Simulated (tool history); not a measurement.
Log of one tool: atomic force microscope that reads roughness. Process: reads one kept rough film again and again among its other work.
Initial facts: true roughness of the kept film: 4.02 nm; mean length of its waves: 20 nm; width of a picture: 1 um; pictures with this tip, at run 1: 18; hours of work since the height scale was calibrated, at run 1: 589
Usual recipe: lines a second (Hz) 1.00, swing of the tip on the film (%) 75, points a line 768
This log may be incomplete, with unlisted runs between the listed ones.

run,hour,lines a second (Hz),swing of the tip on the film (%),points a line,pictures with this tip,hours of work since the height scale was calibrated,roughness of the kept film (nm (root mean square))
1,0.0,1.00,75,768,18,589,2.226
# hour 32.7: new tip fitted
2,44.8,1.00,75,768,20,620,2.151
3,67.0,1.00,75,272,56,636,1.541
# hour 77.3: new tip fitted
4,101.1,1.00,75,272,39,660,1.803
# hour 119.8: new tip fitted
5,123.7,1.00,75,272,7,676,2.393
6,155.9,0.92,75,768,59,698,1.621
# hour 162.4: new tip fitted
7,182.6,0.92,75,768,33,717,2.031
# hour 203.9: new tip fitted
8,219.0,0.92,75,768,25,742,2.128
# hour 247.5: new tip fitted
9,262.8,0.92,75,768,25,773,2.075
# hour 290.1: new tip fitted
10,308.9,1.00,75,768,31,805,1.945
# hour 334.6: new tip fitted
11,354.2,1.00,75,768,32,837,1.877
# hour 378.5: new tip fitted
12,380.3,1.00,58,768,3,855,2.693
13,415.0,1.00,86,768,59,880,1.452
# hour 421.7: new tip fitted
14,457.8,1.00,86,768,59,910,1.492
# hour 465.0: new tip fitted
15,487.9,1.00,86,768,38,931,1.710
# hour 507.2: new tip fitted
16,519.5,1.00,86,768,20,953,2.088
# hour 548.8: new tip fitted
17,566.5,1.00,75,768,29,986,1.971
# hour 592.1: new tip fitted
18,611.4,1.00,75,768,32,1017,1.933
# hour 634.0: new tip fitted
19,640.1,1.00,75,768,10,1037,2.354
20,662.9,1.00,75,768,47,1053,1.739
# hour 677.1: new tip fitted
21,707.7,1.00,75,418,50,1085,1.637
# hour 719.5: new tip fitted
22,739.6,1.00,75,418,33,1107,1.936
# hour 763.6: new tip fitted
23,784.6,1.00,75,319,34,1139,1.791
# hour 806.0: new tip fitted
24,806.0,1.00,75,768,0,1153,2.674
25,846.2,1.00,75,768,66,1182,1.530
# hour 850.1: new tip fitted
26,888.9,1.00,75,768,64,1212,1.570
# hour 891.9: new tip fitted
# hour 934.3: new tip fitted
27,935.3,1.00,75,768,2,1244,2.546
28,957.8,1.00,75,768,38,1260,1.874
# hour 975.8: new tip fitted
29,983.0,1.00,75,496,12,1277,2.285
30,1010.8,0.62,75,559,57,1297,1.689
# hour 1020.6: new tip fitted
31,1041.9,2.13,55,324,35,1319,1.903
# hour 1062.9: new tip fitted
32,1070.3,2.13,55,324,12,1339,2.360
33,1089.3,1.00,75,342,43,1352,1.799
# hour 1105.3: new tip fitted
34,1109.0,1.00,75,342,6,1366,2.426
35,1135.6,1.00,75,342,49,1384,1.662
# hour 1148.6: new tip fitted
36,1166.0,1.00,72,342,28,1406,2.040
# hour 1193.1: new tip fitted
37,1201.3,1.00,59,575,14,1430,2.445
38,1229.8,1.00,59,575,60,1451,1.747
# hour 1234.1: new tip fitted
39,1262.9,0.52,75,666,46,1474,1.859
# hour 1278.8: new tip fitted
40,1309.9,3.31,75,310,50,1507,1.418
# hour 1320.9: new tip fitted
41,1350.4,0.51,81,260,48,1535,1.775
# hour 1363.7: new tip fitted
42,1396.8,0.51,81,260,55,1567,1.672
# hour 1408.3: new tip fitted
43,1418.2,0.51,81,260,17,1582,2.238
# hour 1451.4: new tip fitted
44,1456.0,0.51,81,260,7,1609,2.397
45,1484.8,0.51,81,260,55,1629,1.577
# hour 1495.1: new tip fitted
46,1514.6,0.98,89,417,32,1650,1.789
# hour 1537.1: new tip fitted
47,1561.2,1.70,75,703,39,1683,1.729
# hour 1580.0: new tip fitted
48,1593.9,1.00,63,596,23,1705,2.169
# hour 1621.8: new tip fitted
49,1624.0,1.00,63,596,3,1726,2.700

Describe how what the log doesn't record of the tool's condition differs between the last listed run preceding each entry between runs and the first listed run following it.
From run 1 to run 2: new tip fitted (hour 32.7)
  radius of the tip, nm: 16.8 -> 18.6; height scale over the true one, %: 0.9 -> 0.95
  the result without the hidden state subtracted from the measured one, roughness of the kept film (nm (root mean square)): -0.407 -> -0.503
From run 3 to run 4: new tip fitted (hour 77.3)
  radius of the tip, nm: 34 -> 25.7; height scale over the true one, %: 0.97 -> 1
  the result without the hidden state subtracted from the measured one, roughness of the kept film (nm (root mean square)): -1.024 -> -0.776
From run 4 to run 5: new tip fitted (hour 119.8)
  radius of the tip, nm: 25.7 -> 12.6; height scale over the true one, %: 1 -> 1.03
  the result without the hidden state subtracted from the measured one, roughness of the kept film (nm (root mean square)): -0.776 -> -0.154
From run 6 to run 7: new tip fitted (hour 162.4)
  radius of the tip, nm: 32.2 -> 21.5; height scale over the true one, %: 1.06 -> 1.08
  the result without the hidden state subtracted from the measured one, roughness of the kept film (nm (root mean square)): -1.003 -> -0.634
From run 7 to run 8: new tip fitted (hour 203.9)
  radius of the tip, nm: 21.5 -> 19.1; height scale over the true one, %: 1.08 -> 1.12
  the result without the hidden state subtracted from the measured one, roughness of the kept film (nm (root mean square)): -0.634 -> -0.522
From run 8 to run 9: new tip fitted (hour 247.5)
  radius of the tip, nm: 19.1 -> 20.4; height scale over the true one, %: 1.12 -> 1.16
  the result without the hidden state subtracted from the measured one, roughness of the kept film (nm (root mean square)): -0.522 -> -0.580
From run 9 to run 10: new tip fitted (hour 290.1)
  radius of the tip, nm: 20.4 -> 23; height scale over the true one, %: 1.16 -> 1.2
  the result without the hidden state subtracted from the measured one, roughness of the kept film (nm (root mean square)): -0.580 -> -0.690
From run 10 to run 11: new tip fitted (hour 334.6)
  radius of the tip, nm: 23 -> 24.6; height scale over the true one, %: 1.2 -> 1.24
  the result without the hidden state subtracted from the measured one, roughness of the kept film (nm (root mean square)): -0.690 -> -0.747
From run 11 to run 12: new tip fitted (hour 378.5)
  radius of the tip, nm: 24.6 -> 11.6; height scale over the true one, %: 1.24 -> 1.27
  the result without the hidden state subtracted from the measured one, roughness of the kept film (nm (root mean square)): -0.747 -> -0.090
From run 13 to run 14: new tip fitted (hour 421.7)
  radius of the tip, nm: 35.4 -> 34.7; height scale over the true one, %: 1.3 -> 1.34
  the result without the hidden state subtracted from the measured one, roughness of the kept film (nm (root mean square)): -1.016 -> -1.006
From run 14 to run 15: new tip fitted (hour 465.0)
  radius of the tip, nm: 34.7 -> 26.8; height scale over the true one, %: 1.34 -> 1.37
  the result without the hidden state subtracted from the measured one, roughness of the kept film (nm (root mean square)): -1.006 -> -0.783
From run 15 to run 16: new tip fitted (hour 507.2)
  radius of the tip, nm: 26.8 -> 17.2; height scale over the true one, %: 1.37 -> 1.4
  the result without the hidden state subtracted from the measured one, roughness of the kept film (nm (root mean square)): -0.783 -> -0.395
From run 16 to run 17: new tip fitted (hour 548.8)
  radius of the tip, nm: 17.2 -> 22.5; height scale over the true one, %: 1.4 -> 1.44
  the result without the hidden state subtracted from the measured one, roughness of the kept film (nm (root mean square)): -0.395 -> -0.665
From run 17 to run 18: new tip fitted (hour 592.1)
  radius of the tip, nm: 22.5 -> 23.3; height scale over the true one, %: 1.44 -> 1.48
  the result without the hidden state subtracted from the measured one, roughness of the kept film (nm (root mean square)): -0.665 -> -0.692
From run 18 to run 19: new tip fitted (hour 634.0)
  radius of the tip, nm: 23.3 -> 14.5; height scale over the true one, %: 1.48 -> 1.51
  the result without the hidden state subtracted from the measured one, roughness of the kept film (nm (root mean square)): -0.692 -> -0.264
From run 20 to run 21: new tip fitted (hour 677.1)
  radius of the tip, nm: 28.9 -> 32; height scale over the true one, %: 1.53 -> 1.57
  the result without the hidden state subtracted from the measured one, roughness of the kept film (nm (root mean square)): -0.890 -> -0.982
From run 21 to run 22: new tip fitted (hour 719.5)
  radius of the tip, nm: 32 -> 23; height scale over the true one, %: 1.57 -> 1.61
  the result without the hidden state subtracted from the measured one, roughness of the kept film (nm (root mean square)): -0.982 -> -0.671
From run 22 to run 23: new tip fitted (hour 763.6)
  radius of the tip, nm: 23 -> 26.4; height scale over the true one, %: 1.61 -> 1.65
  the result without the hidden state subtracted from the measured one, roughness of the kept film (nm (root mean square)): -0.671 -> -0.789
From run 23 to run 24: new tip fitted (hour 806.0)
  radius of the tip, nm: 26.4 -> 10.1; height scale over the true one, %: 1.65 -> 1.67
  the result without the hidden state subtracted from the measured one, roughness of the kept film (nm (root mean square)): -0.789 -> +0.035
From run 25 to run 26: new tip fitted (hour 850.1)
  radius of the tip, nm: 36.5 -> 35; height scale over the true one, %: 1.71 -> 1.75
  the result without the hidden state subtracted from the measured one, roughness of the kept film (nm (root mean square)): -1.104 -> -1.069
From run 26 to run 27: new tip fitted (hour 891.9); new tip fitted (hour 934.3)
  radius of the tip, nm: 35 -> 11.8; height scale over the true one, %: 1.75 -> 1.79
  the result without the hidden state subtracted from the measured one, roughness of the kept film (nm (root mean square)): -1.069 -> -0.080
From run 28 to run 29: new tip fitted (hour 975.8)
  radius of the tip, nm: 25.2 -> 15.9; height scale over the true one, %: 1.81 -> 1.83
  the result without the hidden state subtracted from the measured one, roughness of the kept film (nm (root mean square)): -0.764 -> -0.332
From run 30 to run 31: new tip fitted (hour 1020.6)
  radius of the tip, nm: 32.5 -> 25.5; height scale over the true one, %: 1.86 -> 1.89
  the result without the hidden state subtracted from the measured one, roughness of the kept film (nm (root mean square)): -1.027 -> -0.783
From run 31 to run 32: new tip fitted (hour 1062.9)
  radius of the tip, nm: 25.5 -> 15.4; height scale over the true one, %: 1.89 -> 1.92
  the result without the hidden state subtracted from the measured one, roughness of the kept film (nm (root mean square)): -0.783 -> -0.313
From run 33 to run 34: new tip fitted (hour 1105.3)
  radius of the tip, nm: 26.4 -> 13; height scale over the true one, %: 1.94 -> 1.95
  the result without the hidden state subtracted from the measured one, roughness of the kept film (nm (root mean square)): -0.791 -> -0.155
From run 35 to run 36: new tip fitted (hour 1148.6)
  radius of the tip, nm: 31.2 -> 21.2; height scale over the true one, %: 1.98 -> 2.01
  the result without the hidden state subtracted from the measured one, roughness of the kept film (nm (root mean square)): -0.947 -> -0.599
From run 36 to run 37: new tip fitted (hour 1193.1)
  radius of the tip, nm: 21.2 -> 15.1; height scale over the true one, %: 2.01 -> 2.04
  the result without the hidden state subtracted from the measured one, roughness of the kept film (nm (root mean square)): -0.599 -> -0.300
From run 38 to run 39: new tip fitted (hour 1234.1)
  radius of the tip, nm: 32.3 -> 27.6; height scale over the true one, %: 2.07 -> 2.1
  the result without the hidden state subtracted from the measured one, roughness of the kept film (nm (root mean square)): -1.048 -> -0.874
From run 39 to run 40: new tip fitted (hour 1278.8)
  radius of the tip, nm: 27.6 -> 29.6; height scale over the true one, %: 2.1 -> 2.14
  the result without the hidden state subtracted from the measured one, roughness of the kept film (nm (root mean square)): -0.874 -> -0.745
From run 40 to run 41: new tip fitted (hour 1320.9)
  radius of the tip, nm: 29.6 -> 27.7; height scale over the true one, %: 2.14 -> 2.18
  the result without the hidden state subtracted from the measured one, roughness of the kept film (nm (root mean square)): -0.745 -> -0.836
From run 41 to run 42: new tip fitted (hour 1363.7)
  radius of the tip, nm: 27.7 -> 31; height scale over the true one, %: 2.18 -> 2.22
  the result without the hidden state subtracted from the measured one, roughness of the kept film (nm (root mean square)): -0.836 -> -0.939
From run 42 to run 43: new tip fitted (hour 1408.3)
  radius of the tip, nm: 31 -> 17; height scale over the true one, %: 2.22 -> 2.24
  the result without the hidden state subtracted from the measured one, roughness of the kept film (nm (root mean square)): -0.939 -> -0.385
From run 43 to run 44: new tip fitted (hour 1451.4)
  radius of the tip, nm: 17 -> 14; height scale over the true one, %: 2.24 -> 2.27
  the result without the hidden state subtracted from the measured one, roughness of the kept film (nm (root mean square)): -0.385 -> -0.215
From run 45 to run 46: new tip fitted (hour 1495.1)
  radius of the tip, nm: 34.7 -> 23.8; height scale over the true one, %: 2.3 -> 2.33
  the result without the hidden state subtracted from the measured one, roughness of the kept film (nm (root mean square)): -1.043 -> -0.645
From run 46 to run 47: new tip fitted (hour 1537.1)
  radius of the tip, nm: 23.8 -> 26.7; height scale over the true one, %: 2.33 -> 2.37
  the result without the hidden state subtracted from the measured one, roughness of the kept film (nm (root mean square)): -0.645 -> -0.765
From run 47 to run 48: new tip fitted (hour 1580.0)
  radius of the tip, nm: 26.7 -> 20.7; height scale over the true one, %: 2.37 -> 2.4
  the result without the hidden state subtracted from the measured one, roughness of the kept film (nm (root mean square)): -0.765 -> -0.589
From run 48 to run 49: new tip fitted (hour 1621.8)
  radius of the tip, nm: 20.7 -> 11.4; height scale over the true one, %: 2.4 -> 2.43
  the result without the hidden state subtracted from the measured one, roughness of the kept film (nm (root mean square)): -0.589 -> -0.042

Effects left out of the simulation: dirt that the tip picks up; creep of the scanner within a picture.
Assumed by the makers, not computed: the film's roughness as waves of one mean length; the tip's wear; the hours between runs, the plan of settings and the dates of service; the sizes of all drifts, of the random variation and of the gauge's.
